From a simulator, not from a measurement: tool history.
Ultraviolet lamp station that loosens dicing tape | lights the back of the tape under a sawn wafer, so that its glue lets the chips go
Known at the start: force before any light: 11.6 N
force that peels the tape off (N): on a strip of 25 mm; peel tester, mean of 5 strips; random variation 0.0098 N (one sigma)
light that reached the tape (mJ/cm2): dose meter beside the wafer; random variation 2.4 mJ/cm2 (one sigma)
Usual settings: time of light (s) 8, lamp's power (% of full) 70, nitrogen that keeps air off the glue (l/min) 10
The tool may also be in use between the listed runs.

run	hour	time of light (s)	lamp's power (% of full)	nitrogen that keeps air off the glue (l/min)	force that peels the tape off (N)	light that reached the tape (mJ/cm2)
1	0.0	8	70	10	0.521	235
2	27.9	6	70	10	0.982	179
3	42.8	6	70	10	0.989	174
4	71.7	6	70	10	0.982	175
5	97.0	6	70	10	1.043	173
6	117.7	9	70	10	0.422	258
7	150.2	9	70	10	0.423	256
8	172.3	9	70	10	0.436	258
9	189.9	8	68	10	0.602	218
10	209.5	8	68	10	0.592	218
11	228.2	8	68	10	0.610	220
12	259.0	8	70	10	0.592	223
13	283.3	8	70	10	0.579	222
14	314.6	8	70	10	0.587	221
15	329.3	8	70	13	0.491	222
16	346.7	8	70	13	0.501	221
# hour 349.2: window cleaned of glue's vapour
17	382.5	8	85	13	0.364	257
18	403.8	8	86	7	0.562	255
19	434.8	5	84	17	0.915	156
20	456.0	10	76	15	0.302	278
# hour 461.7: window cleaned of glue's vapour, once more
21	473.1	9	63	14	0.394	245
22	499.9	6	85	14	0.503	216
23	533.2	7	67	20	0.472	195
24	549.0	7	67	20	0.484	193
25	570.6	7	67	20	0.510	192
26	590.3	7	70	10	0.740	203
27	607.2	7	70	10	0.733	200
28	637.0	7	62	18	0.660	177
29	654.9	10	75	10	0.314	305
30	688.0	10	75	10	0.314	306
31	710.0	6	97	19	0.346	233
32	741.7	14	63	7	0.305	349
33	763.6	4	63	16	2.163	95

Run 34 comes next. What will it give?
34	793.7	6	99	5	?	?

Run 34 gave force that peels the tape off (N) 0.933, light that reached the tape (mJ/cm2) 238.
Without the tool's hidden state the same run would have given force that peels the tape off (N) 0.662, light that reached the tape (mJ/cm2) 277.
